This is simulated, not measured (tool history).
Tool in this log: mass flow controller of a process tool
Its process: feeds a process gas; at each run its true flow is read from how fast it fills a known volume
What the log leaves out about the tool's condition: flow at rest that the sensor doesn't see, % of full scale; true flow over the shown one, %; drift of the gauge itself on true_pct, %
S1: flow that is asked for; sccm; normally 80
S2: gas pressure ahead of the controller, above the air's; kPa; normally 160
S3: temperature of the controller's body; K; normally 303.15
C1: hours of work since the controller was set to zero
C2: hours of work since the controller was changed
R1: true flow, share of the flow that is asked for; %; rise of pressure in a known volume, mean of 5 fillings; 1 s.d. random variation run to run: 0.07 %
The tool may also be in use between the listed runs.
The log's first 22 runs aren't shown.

| run | day | S1 | S2 | S3 | C1 | C2 | R1 |
|---|---|---|---|---|---|---|---|
| 23 | 286.900 | 80 | 160 | 303.15 | 2290 | 2290 | 98.43 |
| 24 | 301.850 | 92 | 153 | 313.15 | 2566 | 2566 | 98.40 |
| 25 | 312.092 | 92 | 159 | 295.15 | 2755 | 2755 | 99.04 |
| 26 | 320.050 | 92 | 159 | 295.15 | 2901 | 2901 | 99.17 |
| 27 | 335.954 | 92 | 159 | 295.15 | 3195 | 3195 | 99.04 |
| 28 | 349.275 | 27 | 202 | 303.15 | 3441 | 3441 | 98.27 |
| 29 | 361.112 | 68 | 155 | 311.15 | 3659 | 3659 | 97.85 |
| 30 | 371.058 | 50 | 255 | 309.15 | 3843 | 3843 | 98.32 |
| 31 | 379.838 | 66 | 160 | 300.15 | 4005 | 4005 | 98.31 |
| 32 | 393.604 | 54 | 257 | 301.15 | 4259 | 4259 | 98.75 |
| 33 | 404.612 | 54 | 257 | 301.15 | 4462 | 4462 | 98.62 |
| 34 | 421.217 | 29 | 248 | 311.15 | 4768 | 4768 | 98.59 |
| 35 | 436.692 | 46 | 212 | 310.15 | 5054 | 5054 | 97.93 |
| 36 | 445.138 | 86 | 212 | 301.15 | 5210 | 5210 | 98.86 |
| 37 | 457.579 | 86 | 212 | 301.15 | 5439 | 5439 | 98.86 |
| 38 | 473.925 | 16 | 148 | 301.15 | 5741 | 5741 | 100.60 |
| 39 | 489.842 | 16 | 148 | 301.15 | 6035 | 6035 | 100.66 |
| 40 | 499.546 | 19 | 167 | 295.15 | 6214 | 6214 | 100.35 |
| 41 | 511.312 | 19 | 167 | 295.15 | 6431 | 6431 | 100.56 |
|  | 512.683 | controller's zero set anew |
| 42 | 521.925 | 25 | 160 | 299.15 | 171 | 6626 | 95.43 |
| 43 | 530.079 | 80 | 160 | 304.15 | 321 | 6777 | 97.09 |
| 44 | 542.246 | 10 | 144 | 296.15 | 545 | 7001 | 95.65 |

4 ways to go on from here, each from the tool as it stands after run 44. What would each give?
|  | 546.025 | controller exchanged for a calibrated one |
| A | 550.588 | 10 | 150 | 294.15 | 84 | 84 | ? |
|  | 546.025 | controller exchanged for a calibrated one |
| B | 550.588 | 14 | 160 | 298.15 | 84 | 84 | ? |
|  | 546.025 | controller exchanged for a calibrated one |
| C | 550.588 | 10 | 185 | 296.15 | 84 | 84 | ? |
|  | 546.025 | controller exchanged for a calibrated one |
| D | 550.588 | 20 | 252 | 303.15 | 84 | 84 | ? |

| run | R1 |
|---|---|
| A | 97.05 |
| B | 96.95 |
| C | 97.30 |
| D | 97.44 |
Stripped of hidden state, with their random variation kept, the same runs would have yielded:
| run | R1 |
|---|---|
| A | 96.87 |
| B | 96.90 |
| C | 97.13 |
| D | 97.48 |
